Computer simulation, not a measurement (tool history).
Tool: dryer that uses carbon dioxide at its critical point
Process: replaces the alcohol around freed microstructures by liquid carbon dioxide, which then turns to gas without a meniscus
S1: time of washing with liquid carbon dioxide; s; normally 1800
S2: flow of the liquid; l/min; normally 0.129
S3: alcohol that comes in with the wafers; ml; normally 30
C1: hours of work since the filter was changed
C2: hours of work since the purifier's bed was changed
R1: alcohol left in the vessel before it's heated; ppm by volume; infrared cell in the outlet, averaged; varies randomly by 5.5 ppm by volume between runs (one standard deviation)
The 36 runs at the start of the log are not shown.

run 37 hour=870.3 | S1=1560 S2=0.111 S3=58 | C1=427 C2=574 | R1=1893
run 38 hour=896.9 | S1=2400 S2=0.178 S3=58 | C1=436 C2=582 | R1=170
run 39 hour=925.6 | S1=2400 S2=0.178 S3=58 | C1=445 C2=592 | R1=165
run 40 hour=940.4 | S1=1620 S2=0.095 S3=58 | C1=450 C2=597 | R1=2944
run 41 hour=971.8 | S1=1440 S2=0.189 S3=69 | C1=460 C2=607 | R1=347
run 42 hour=988.1 | S1=1680 S2=0.214 S3=49 | C1=465 C2=612 | R1=191
run 43 hour=1003.4 | S1=2220 S2=0.214 S3=74 | C1=470 C2=617 | R1=179
run 44 hour=1032.2 | S1=2040 S2=0.134 S3=27 | C1=480 C2=626 | R1=249
run 45 hour=1052.6 | S1=2040 S2=0.134 S3=27 | C1=486 C2=633 | R1=246

Forecast each of these 5 alternatives for the next run:
run A hour=1077.4 | S1=1560 S2=0.184 S3=21 | C1=495 C2=641 | R1=?
run B hour=1077.4 | S1=1200 S2=0.216 S3=30 | C1=495 C2=641 | R1=?
run C hour=1077.4 | S1=1860 S2=0.134 S3=27 | C1=495 C2=641 | R1=?
run D hour=1077.4 | S1=2040 S2=0.134 S3=86 | C1=495 C2=641 | R1=?
run E hour=1077.4 | S1=2100 S2=0.134 S3=40 | C1=495 C2=641 | R1=?

run=A R1=215
run=B R1=291
run=C R1=306
run=D R1=406
run=E R1=261
What these runs would have given with no unlogged condition in the tool:
run=A R1=33
run=B R1=80
run=C R1=88
run=D R1=156
run=E R1=54
